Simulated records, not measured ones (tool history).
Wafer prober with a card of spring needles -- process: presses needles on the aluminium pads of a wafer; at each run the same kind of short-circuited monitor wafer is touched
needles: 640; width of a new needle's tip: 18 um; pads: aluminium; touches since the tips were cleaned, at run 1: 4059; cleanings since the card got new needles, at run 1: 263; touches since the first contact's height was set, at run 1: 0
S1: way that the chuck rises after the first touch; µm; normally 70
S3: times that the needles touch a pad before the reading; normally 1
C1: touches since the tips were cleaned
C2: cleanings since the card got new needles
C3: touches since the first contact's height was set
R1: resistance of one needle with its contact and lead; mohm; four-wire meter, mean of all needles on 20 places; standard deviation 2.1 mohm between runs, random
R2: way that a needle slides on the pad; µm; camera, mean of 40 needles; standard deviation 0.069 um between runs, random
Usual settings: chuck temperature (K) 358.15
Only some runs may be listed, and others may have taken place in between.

run 1 day=0 | S1=70 chuck_temperature_(K)=358.15 S3=1 | C1=4059 C2=263 C3=0 | R1=282 R2=16.84
-- day=0.108 tips cleaned on abrasive film
-- day=0.633 tips cleaned on abrasive film
-- day=1.158 tips cleaned on abrasive film
-- day=1.688 tips cleaned on abrasive film
run 2 day=1.958 | S1=70 chuck_temperature_(K)=358.15 S3=1 | C1=2896 C2=267 C3=20624 | R1=287 R2=16.83
-- day=2.171 tips cleaned on abrasive film
-- day=2.592 tips cleaned on abrasive film
-- day=3.117 tips cleaned on abrasive film
-- day=3.646 tips cleaned on abrasive film
-- day=4.171 tips cleaned on abrasive film
-- day=4.592 tips cleaned on abrasive film
-- day=5.117 tips cleaned on abrasive film
run 3 day=5.458 | S1=70 chuck_temperature_(K)=358.15 S3=1 | C1=3634 C2=274 C3=57499 | R1=281 R2=16.72
-- day=5.567 tips cleaned on abrasive film
-- day=6.096 tips cleaned on abrasive film
-- day=6.621 tips cleaned on abrasive film
run 4 day=6.946 | S1=70 chuck_temperature_(K)=358.15 S3=1 | C1=3473 C2=277 C3=73161 | R1=286 R2=16.61
-- day=7.054 tips cleaned on abrasive film
-- day=7.583 tips cleaned on abrasive film
-- day=8.004 tips cleaned on abrasive film
-- day=8.529 tips cleaned on abrasive film
-- day=9.054 tips cleaned on abrasive film
-- day=9.579 tips cleaned on abrasive film
-- day=10 tips cleaned on abrasive film
run 5 day=10.258 | S1=70 chuck_temperature_(K)=358.15 S3=1 | C1=2745 C2=284 C3=108045 | R1=284 R2=16.43
-- day=10.475 tips cleaned on abrasive film
-- day=11 tips cleaned on abrasive film
-- day=11.421 tips cleaned on abrasive film
-- day=11.946 tips cleaned on abrasive film
run 6 day=12.117 | S1=70 chuck_temperature_(K)=358.15 S3=1 | C1=1818 C2=288 C3=127592 | R1=269 R2=16.21
-- day=12.433 tips cleaned on abrasive film
-- day=12.854 tips cleaned on abrasive film
-- day=13.183 height of the first contact set anew
-- day=13.396 tips cleaned on abrasive film
-- day=13.817 tips cleaned on abrasive film
-- day=14.342 tips cleaned on abrasive film
-- day=14.762 tips cleaned on abrasive film
run 7 day=14.862 | S1=50 chuck_temperature_(K)=358.15 S3=1 | C1=1076 C2=294 C3=17697 | R1=287 R2=11.24
-- day=15.288 tips cleaned on abrasive film
-- day=15.812 tips cleaned on abrasive film
-- day=16.338 tips cleaned on abrasive film
-- day=16.758 tips cleaned on abrasive film
-- day=17.283 tips cleaned on abrasive film
-- day=17.812 tips cleaned on abrasive film
run 8 day=17.858 | S1=50 chuck_temperature_(K)=358.15 S3=1 | C1=510 C2=300 C3=49234 | R1=276 R2=11.18
-- day=18.279 tips cleaned on abrasive film
-- day=18.7 tips cleaned on abrasive film
-- day=19.229 tips cleaned on abrasive film
-- day=19.667 tips cleaned on abrasive film
run 9 day=19.667 | S1=70 chuck_temperature_(K)=358.15 S3=1 | C1=0 C2=304 C3=68246 | R1=231 R2=15.76
-- day=20.192 tips cleaned on abrasive film
-- day=20.717 tips cleaned on abrasive film
-- day=21.138 tips cleaned on abrasive film
-- day=21.662 tips cleaned on abrasive film
-- day=22.192 tips cleaned on abrasive film
-- day=22.717 tips cleaned on abrasive film
run 10 day=23.029 | S1=70 chuck_temperature_(K)=358.15 S3=1 | C1=3333 C2=310 C3=103713 | R1=298 R2=15.73
-- day=23.142 tips cleaned on abrasive film
-- day=23.258 height of the first contact set anew, once more
-- day=23.679 tips cleaned on abrasive film
-- day=24.104 tips cleaned on abrasive film
-- day=24.629 tips cleaned on abrasive film
run 11 day=24.775 | S1=70 chuck_temperature_(K)=358.15 S3=1 | C1=1541 C2=314 C3=15946 | R1=261 R2=16.79
-- day=25.092 tips cleaned on abrasive film
-- day=25.617 tips cleaned on abrasive film
-- day=26.038 tips cleaned on abrasive film
-- day=26.562 tips cleaned on abrasive film
-- day=27.088 tips cleaned on abrasive film
-- day=27.512 tips cleaned on abrasive film
run 12 day=27.596 | S1=70 chuck_temperature_(K)=358.15 S3=1 | C1=896 C2=320 C3=45652 | R1=255 R2=16.73
-- day=28.017 tips cleaned on abrasive film
-- day=28.542 tips cleaned on abrasive film
-- day=29.067 tips cleaned on abrasive film
-- day=29.596 tips cleaned on abrasive film
-- day=30.121 tips cleaned on abrasive film
-- day=30.608 tips cleaned on abrasive film
run 13 day=30.608 | S1=71 chuck_temperature_(K)=384.15 S3=1 | C1=0 C2=326 C3=77376 | R1=247 R2=16.76
-- day=31.133 tips cleaned on abrasive film
-- day=31.554 tips cleaned on abrasive film
-- day=32.079 tips cleaned on abrasive film
run 14 day=32.321 | S1=60 chuck_temperature_(K)=358.15 S3=2 | C1=2542 C2=329 C3=95431 | R1=276 R2=14.07

Predict the results of run 15:
-- day=32.533 tips cleaned on abrasive film
-- day=33.058 tips cleaned on abrasive film
-- day=33.583 tips cleaned on abrasive film
-- day=34.108 tips cleaned on abrasive film
-- day=34.533 tips cleaned on abrasive film
-- day=35.058 tips cleaned on abrasive film
run 15 day=35.121 | S1=60 chuck_temperature_(K)=358.15 S3=2 | C1=673 C2=335 C3=124912 | R1=? R2=?

{"run 15": {"R1": 253, "R2": 13.99}}
On a tool with no hidden condition, and with the same random variation, this run would have come out at R1 226 mohm, R2 14.52 µm.

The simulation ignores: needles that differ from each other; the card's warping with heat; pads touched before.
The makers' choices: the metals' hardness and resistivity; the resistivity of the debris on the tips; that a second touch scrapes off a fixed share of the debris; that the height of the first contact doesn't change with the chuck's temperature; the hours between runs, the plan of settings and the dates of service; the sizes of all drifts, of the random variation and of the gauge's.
